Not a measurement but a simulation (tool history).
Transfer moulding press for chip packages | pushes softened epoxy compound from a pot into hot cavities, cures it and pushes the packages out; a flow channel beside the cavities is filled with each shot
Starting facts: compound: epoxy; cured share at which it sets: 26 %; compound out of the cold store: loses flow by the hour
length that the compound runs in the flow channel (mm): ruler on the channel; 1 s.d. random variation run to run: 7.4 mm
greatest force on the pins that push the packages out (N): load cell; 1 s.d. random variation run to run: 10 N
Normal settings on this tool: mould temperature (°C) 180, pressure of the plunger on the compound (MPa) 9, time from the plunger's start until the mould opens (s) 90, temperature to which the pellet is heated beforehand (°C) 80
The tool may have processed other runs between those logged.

run,hour,mould temperature (°C),pressure of the plunger on the compound (MPa),time from the plunger's start until the mould opens (s),temperature to which the pellet is heated beforehand (°C),incoming compound's hours out of the cold store,length that the compound runs in the flow channel (mm),greatest force on the pins that push the packages out (N)
1,0,180,9,90,80,38.9,714,478
2,18.6,180,9,90,80,31.3,719,649
3,29.1,185,9,90,80,25.6,718,646
# hour 32.8: cavities cleaned with cleaning compound and waxed
4,44.7,180,9,90,72,9.3,770,614
5,61.1,180,9,90,72,47,685,711
# hour 65.5: cavities cleaned with cleaning compound and waxed
6,78,180,8.76,90,80,24.7,721,588
7,96.1,180,8.76,112,80,36.8,690,616
# hour 98.7: cavities cleaned with cleaning compound and waxed
8,113.2,180,9,90,80,45.1,677,601
9,123,180,9,90,80,12.9,742,680
# hour 126.2: mould's thermocouples calibrated
# hour 128.7: plunger's sealing rings changed
# hour 135.9: cavities cleaned with cleaning compound and waxed
10,139.7,176,9,90,80,10.7,872,650
11,150.8,176,9,93,80,19.5,849,677
# hour 169.9: cavities cleaned with cleaning compound and waxed
# hour 173.1: mould's thermocouples calibrated, once more
12,173.1,180,9.2,90,80,10.3,876,542
13,188.9,180,9,90,80,32,811,646
14,198.9,180,9,90,80,33.7,805,719

Estimate the outcome of run 15 from the log above:
# hour 205.3: cavities cleaned with cleaning compound and waxed
15,219.7,185,9,80,80,29.7,?,?

length that the compound runs in the flow channel (mm): 777
greatest force on the pins that push the packages out (N): 578
Had the tool carried no hidden state, the very same run would have given length that the compound runs in the flow channel (mm) 795, greatest force on the pins that push the packages out (N) 450.

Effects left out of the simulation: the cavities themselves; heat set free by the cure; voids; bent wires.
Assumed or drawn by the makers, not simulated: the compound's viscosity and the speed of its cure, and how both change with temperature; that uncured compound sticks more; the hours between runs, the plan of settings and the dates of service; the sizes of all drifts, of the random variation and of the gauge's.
